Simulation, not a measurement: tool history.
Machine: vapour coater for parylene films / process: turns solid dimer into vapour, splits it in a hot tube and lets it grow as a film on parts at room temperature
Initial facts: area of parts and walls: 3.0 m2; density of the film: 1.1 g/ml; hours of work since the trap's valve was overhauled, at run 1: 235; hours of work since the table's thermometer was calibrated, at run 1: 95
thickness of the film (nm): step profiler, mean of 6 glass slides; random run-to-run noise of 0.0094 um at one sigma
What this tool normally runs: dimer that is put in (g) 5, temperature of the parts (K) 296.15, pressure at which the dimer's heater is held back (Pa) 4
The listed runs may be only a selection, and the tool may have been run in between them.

run,hour,dimer that is put in (g),temperature of the parts (K),pressure at which the dimer's heater is held back (Pa),hours of work since the trap's valve was overhauled,hours of work since the table's thermometer was calibrated,thickness of the film (nm)
1,0,5,296.15,4,235,95,726
2,34.7,5,296.15,4,251,111,736
3,84.6,5,288.15,4,274,134,1013
4,111.6,5,296.15,8.13,286,146,643
5,152,5,296.15,8.13,305,165,648
6,185.5,5,296.15,8.13,320,180,640
7,239.2,5,296.15,8.13,345,205,654
# hour 250.9: trap's valve overhauled
8,269,5,296.15,8.13,8,216,719
9,298.4,5,296.15,8.13,22,230,732
10,340,5,296.15,6.4,41,249,748
11,362.9,5,296.15,6.4,51,259,737
12,394.9,5,296.15,6.4,66,274,736
13,436,5,296.15,6.4,85,293,744
14,462.2,5,296.15,6.4,97,305,733
15,485,5,297.15,4,107,315,750
16,516.5,5,297.15,4,122,330,755
17,566.9,5,297.15,4,145,353,743
18,617.3,5,307.15,4,168,376,499
19,654.8,5,307.15,4,185,393,505
20,703.9,5,304.15,4,207,415,549
21,741,5,296.15,4,224,432,761
22,774.9,5,296.15,4,240,448,754
23,817.1,5,296.15,4,259,467,741
24,867.5,3,294.15,10.35,282,490,422
25,910.3,6,294.15,5.74,302,510,904
26,940.7,5,299.15,7.81,316,524,585
27,963.1,5,299.15,7.81,326,534,591
28,989.6,5,299.15,7.81,338,546,583
# hour 1012.9: trap's valve overhauled
29,1018.9,5,290.15,8.96,3,558,918
30,1051.4,5,290.15,5.11,18,573,1005
31,1104,5,290.15,5.11,42,597,981
32,1141.2,3,296.15,3.58,59,614,488
33,1169,6,299.15,4.02,71,627,846
34,1197.7,7,299.15,2.04,85,640,1096
35,1222.1,5,306.15,7.5,96,651,477
36,1268.8,5,298.15,4.86,117,672,718
37,1294.5,5,297.15,4.86,129,684,724
38,1332.8,3,292.15,9.22,146,702,486
39,1377.5,5,305.15,4,167,722,546
40,1412,5,294.15,6.17,183,738,777
41,1463.2,5,294.15,3.38,206,761,858
42,1507.8,4,298.15,6.48,227,782,519
43,1547.2,6,298.15,2.6,245,800,881
44,1583.2,2,296.15,9.9,261,816,252
# hour 1594.1: table's thermometer calibrated
45,1611,2,296.15,9.9,273,8,236
46,1650.9,7,289.15,4,292,26,1328

Difference, measured minus no-hidden-state, one row per run. Run-to-run variation is common to both terms; the gauge's own scatter need not be:
The tool's hidden condition here consists of: vapour lost through the trap's worn valve, %; true temperature of the parts over the reading, C; drift of the gauge itself on film_um, %.
run,thickness of the film (nm)
1,-70
2,-75
3,-112
4,-77
5,-81
6,-86
7,-91
8,+2
9,-1
10,-7
11,-9
12,-13
13,-18
14,-20
15,-24
16,-27
17,-34
18,-27
19,-30
20,-38
21,-56
22,-61
23,-66
24,-40
25,-96
26,-65
27,-68
28,-71
29,+13
30,+9
31,+2
32,-2
33,-8
34,-16
35,-9
36,-18
37,-22
38,-18
39,-24
40,-40
41,-51
42,-36
43,-68
44,-22
45,-28
46,-163
